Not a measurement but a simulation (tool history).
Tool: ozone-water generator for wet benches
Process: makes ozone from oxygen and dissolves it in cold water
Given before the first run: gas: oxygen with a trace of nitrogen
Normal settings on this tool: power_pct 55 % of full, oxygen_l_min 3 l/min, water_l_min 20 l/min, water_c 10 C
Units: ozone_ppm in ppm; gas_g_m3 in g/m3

run 1 hour=0 | power_pct=55 oxygen_l_min=3 water_l_min=20 water_c=10 | ozone_ppm=14.9 gas_g_m3=165.1
run 2 hour=103.1 | power_pct=55 oxygen_l_min=3 water_l_min=20 water_c=16 | ozone_ppm=13.9 gas_g_m3=165.1
run 3 hour=148.1 | power_pct=55 oxygen_l_min=3 water_l_min=20 water_c=10 | ozone_ppm=14.9 gas_g_m3=166.2
run 4 hour=193.9 | power_pct=55 oxygen_l_min=3 water_l_min=20 water_c=10 | ozone_ppm=15 gas_g_m3=165.6
run 5 hour=301 | power_pct=55 oxygen_l_min=3 water_l_min=20 water_c=7 | ozone_ppm=15.2 gas_g_m3=163.6
run 6 hour=387.4 | power_pct=55 oxygen_l_min=3 water_l_min=20 water_c=7 | ozone_ppm=15.4 gas_g_m3=164.8
-- hour=397.4 contactor cleaned
run 7 hour=484.4 | power_pct=55 oxygen_l_min=3 water_l_min=20 water_c=7 | ozone_ppm=15.1 gas_g_m3=163
run 8 hour=548.4 | power_pct=55 oxygen_l_min=3 water_l_min=20 water_c=7 | ozone_ppm=14.9 gas_g_m3=163
run 9 hour=644 | power_pct=67 oxygen_l_min=1.71 water_l_min=20 water_c=7 | ozone_ppm=12.4 gas_g_m3=215.4
run 10 hour=691.7 | power_pct=69 oxygen_l_min=1.74 water_l_min=30 water_c=7 | ozone_ppm=7.8 gas_g_m3=216.5
-- hour=797.3 contactor cleaned, once more
run 11 hour=801.6 | power_pct=93 oxygen_l_min=2.66 water_l_min=20 water_c=9 | ozone_ppm=18.6 gas_g_m3=223
run 12 hour=878.9 | power_pct=93 oxygen_l_min=2.66 water_l_min=20 water_c=9 | ozone_ppm=18.4 gas_g_m3=223.3
run 13 hour=977.7 | power_pct=93 oxygen_l_min=4.02 water_l_min=20 water_c=12 | ozone_ppm=21.2 gas_g_m3=196.5
run 14 hour=1080.7 | power_pct=75 oxygen_l_min=3.98 water_l_min=26 water_c=15 | ozone_ppm=13.9 gas_g_m3=173.4

How would selected steps in ozone_ppm from run to run divide? Give the signed amount a tool lacking its hidden state would still show from settings, what came in and random variation, and the signed amount left for the hidden state, including any gauge scatter that is not in both of the compared results.
What the log doesn't record here: yield of the discharge, % of new electrodes'; contactor's efficiency, % of a clean one's; true water temperature over the reading, C; drift of the gauge itself on ozone_ppm, %; drift of the gauge itself on gas_g_m3, %.
Run 10 -> 11: power_pct 69 -> 93, oxygen_l_min 1.74 -> 2.66, water_l_min 30 -> 20, water_c 7 -> 9, contactor cleaned, once more. ozone_ppm +10.8 ppm: hidden state -0.9, all else +11.7.
